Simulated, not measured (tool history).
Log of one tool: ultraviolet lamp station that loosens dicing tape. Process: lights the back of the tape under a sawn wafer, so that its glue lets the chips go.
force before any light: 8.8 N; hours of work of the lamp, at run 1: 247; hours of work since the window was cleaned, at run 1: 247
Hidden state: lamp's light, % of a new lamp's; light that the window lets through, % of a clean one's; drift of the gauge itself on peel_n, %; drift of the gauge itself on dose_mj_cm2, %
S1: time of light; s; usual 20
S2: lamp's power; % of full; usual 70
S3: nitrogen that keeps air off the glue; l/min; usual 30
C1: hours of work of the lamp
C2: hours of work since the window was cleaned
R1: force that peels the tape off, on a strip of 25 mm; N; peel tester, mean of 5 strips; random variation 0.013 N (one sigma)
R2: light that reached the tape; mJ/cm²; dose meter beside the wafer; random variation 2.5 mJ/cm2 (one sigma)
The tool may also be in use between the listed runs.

| run | hour | S1 | S2 | S3 | C1 | C2 | R1 | R2 |
|---|---|---|---|---|---|---|---|---|
| 1 | 0 | 20 | 70 | 30 | 247 | 247 | 0.638 | 305 |
| 2 | 39.5 | 20 | 70 | 30 | 273 | 273 | 0.62 | 303 |
|  | 43 | window cleaned of glue's vapour |
| 3 | 67.6 | 20 | 70 | 30 | 291 | 16 | 0.613 | 305 |
| 4 | 123.8 | 20 | 70 | 30 | 329 | 54 | 0.651 | 308 |
| 5 | 174.4 | 20 | 70 | 30 | 363 | 87 | 0.641 | 304 |
| 6 | 227.5 | 20 | 70 | 30 | 398 | 123 | 0.606 | 306 |
| 7 | 254.9 | 20 | 70 | 30 | 416 | 141 | 0.616 | 304 |
| 8 | 291 | 20 | 66 | 30 | 440 | 165 | 0.732 | 290 |
| 9 | 328.6 | 20 | 66 | 30 | 465 | 190 | 0.686 | 284 |
| 10 | 396.4 | 20 | 70 | 13 | 510 | 235 | 1.216 | 306 |
| 11 | 432.2 | 20 | 83 | 49 | 534 | 259 | 0.339 | 361 |
|  | 455.7 | window cleaned of glue's vapour |
| 12 | 495.6 | 20 | 83 | 49 | 576 | 27 | 0.323 | 368 |
| 13 | 550.5 | 39 | 77 | 12 | 613 | 63 | 0.323 | 657 |
| 14 | 587.6 | 39 | 61 | 16 | 637 | 88 | 0.396 | 517 |
| 15 | 638.6 | 39 | 73 | 32 | 671 | 122 | 0.235 | 625 |
| 16 | 666 | 11 | 73 | 13 | 689 | 140 | 2.785 | 176 |
| 17 | 711 | 11 | 93 | 13 | 719 | 170 | 2.016 | 222 |
| 18 | 746.6 | 22 | 99 | 49 | 743 | 194 | 0.253 | 481 |

Forecast each of these 4 alternatives for the next run:
| A | 801.8 | 25 | 65 | 30 | 780 | 230 | ? | ? |
| B | 801.8 | 20 | 95 | 26 | 780 | 230 | ? | ? |
| C | 801.8 | 29 | 70 | 30 | 780 | 230 | ? | ? |
| D | 801.8 | 20 | 72 | 49 | 780 | 230 | ? | ? |

| run | R1 | R2 |
|---|---|---|
| A | 0.449 | 355 |
| B | 0.4 | 418 |
| C | 0.323 | 439 |
| D | 0.423 | 313 |
Without the tool's hidden state the same runs would have given:
| run | R1 | R2 |
|---|---|---|
| A | 0.447 | 356 |
| B | 0.398 | 419 |
| C | 0.321 | 440 |
| D | 0.42 | 314 |

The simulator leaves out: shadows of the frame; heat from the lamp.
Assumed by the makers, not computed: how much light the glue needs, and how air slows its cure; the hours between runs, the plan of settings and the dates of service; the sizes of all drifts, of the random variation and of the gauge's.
